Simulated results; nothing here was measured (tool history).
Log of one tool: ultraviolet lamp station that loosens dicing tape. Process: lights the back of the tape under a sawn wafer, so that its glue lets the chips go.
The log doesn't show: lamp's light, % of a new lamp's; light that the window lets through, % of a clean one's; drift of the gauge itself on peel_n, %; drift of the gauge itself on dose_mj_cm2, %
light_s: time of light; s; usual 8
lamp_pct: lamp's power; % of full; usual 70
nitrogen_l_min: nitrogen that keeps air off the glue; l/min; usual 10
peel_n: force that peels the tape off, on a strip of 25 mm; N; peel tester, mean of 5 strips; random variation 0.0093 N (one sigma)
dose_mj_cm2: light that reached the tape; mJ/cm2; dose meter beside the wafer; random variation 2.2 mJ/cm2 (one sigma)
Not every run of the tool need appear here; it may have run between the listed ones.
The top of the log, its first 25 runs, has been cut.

run     day  light_s  lamp_pct  nitrogen_l_min  hours of work of the lamp  hours of work since the window was cleaned  peel_n  dose_mj_cm2
 26  20.242        8        88              10                        966                                         139   0.539          150
 27  21.092        8        96              10                        982                                         155   0.473          160
 28  22.021        8        96              10                       1000                                         173   0.477          158
 29  22.846       12        61               5                       1015                                         188   0.748          151
 30  23.538        7        70              10                       1028                                         201   0.939           97
 31  24.508        7        70              10                       1046                                         219   0.942           95
 32  25.062        9        70              10                       1057                                         230   0.708          121
     25.688  -- window cleaned of glue's vapour
 33  25.967        9        70              10                       1073                                           5   0.632          137
 34  26.692       11        70              10                       1087                                          19   0.469          167
 35  27.496        5        70               6                       1102                                          34   1.477           75
 36  28.292        5        70               6                       1117                                          49   1.472           73
 37  29.333       13        94              19                       1136                                          68   0.157          249
 38  29.979        8        97               3                       1149                                          81   0.867          159
     30.608  -- lamp changed
 39  30.771        8        97               3                          3                                          95   0.477          240
 40  31.508        8        97               6                         17                                         108   0.301          234
 41  32.604        8        97               6                         37                                         129   0.328          234
 42  33.608        8        70              10                         56                                         148   0.445          165

Each row is a separate what-if for the run after 42, all from the same tool condition, not one after another. Results?
  A  34.296        8        70               5                         69                                         161       ?            ?
  B  34.296        8        91               3                         69                                         161       ?            ?
  C  34.296        8        70              19                         69                                         161       ?            ?

run  peel_n  dose_mj_cm2
  A   0.644          163
  B   0.568          214
  C   0.352          163
With no hidden state in the tool, these same runs would have given:
run  peel_n  dose_mj_cm2
  A   0.552          180
  B   0.483          236
  C   0.293          180
